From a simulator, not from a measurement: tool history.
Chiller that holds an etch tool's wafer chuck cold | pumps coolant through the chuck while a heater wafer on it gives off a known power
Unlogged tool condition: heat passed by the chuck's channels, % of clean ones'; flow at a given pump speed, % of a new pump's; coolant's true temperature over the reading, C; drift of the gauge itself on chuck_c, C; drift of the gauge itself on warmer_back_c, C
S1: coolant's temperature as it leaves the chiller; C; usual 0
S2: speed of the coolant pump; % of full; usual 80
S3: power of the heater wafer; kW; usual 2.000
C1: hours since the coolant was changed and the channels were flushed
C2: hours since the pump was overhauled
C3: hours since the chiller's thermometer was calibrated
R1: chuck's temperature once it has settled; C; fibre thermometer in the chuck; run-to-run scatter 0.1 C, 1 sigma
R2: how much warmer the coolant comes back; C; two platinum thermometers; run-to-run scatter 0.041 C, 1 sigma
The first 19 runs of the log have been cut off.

run	hour	S1	S2	S3	C1	C2	C3	R1	R2
20	1189.6	8	79	2.975	4475	2073	3085	37.4	13.84
21	1243.2	7	80	2.000	4529	2127	3138	26.4	9.20
22	1304.3	0	80	2.972	4590	2188	3199	29.2	13.65
23	1394.3	0	80	2.972	4680	2278	3289	29.1	13.70
24	1444.4	9	85	1.191	4730	2328	3339	20.1	5.11
# hour 1487.2: chiller's thermometer calibrated
25	1522.1	0	80	2.234	4807	2405	35	21.9	10.16
26	1600.6	0	71	2.234	4885	2483	113	24.2	11.64
27	1660.5	0	80	1.110	4945	2543	173	10.8	5.11
28	1754.2	0	80	1.110	5039	2637	267	10.8	5.09
29	1824.8	0	80	1.864	5110	2707	338	18.3	8.54
30	1874.0	0	80	1.864	5159	2757	387	18.2	8.56
31	1925.1	-2	61	1.270	5210	2808	438	13.8	7.61
32	2006.6	1	61	1.270	5291	2889	519	16.7	7.67
# hour 2060.6: coolant changed, channels flushed
33	2068.1	1	61	1.270	7	2945	575	16.5	7.61

Here are 3 independent what-if runs from the current tool condition. What would each one return?
A	2160.4	8	84	1.235	100	3037	667	?	?
B	2160.4	9	93	2.765	100	3037	667	?	?
C	2160.4	-3	98	1.057	100	3037	667	?	?

run	R1	R2
A	19.7	5.39
B	33.0	10.83
C	5.8	3.90
The same runs, with their run-to-run variation unchanged, on a tool lacking any hidden condition would have given:
run	R1	R2
A	19.7	5.38
B	33.0	10.83
C	5.8	3.90
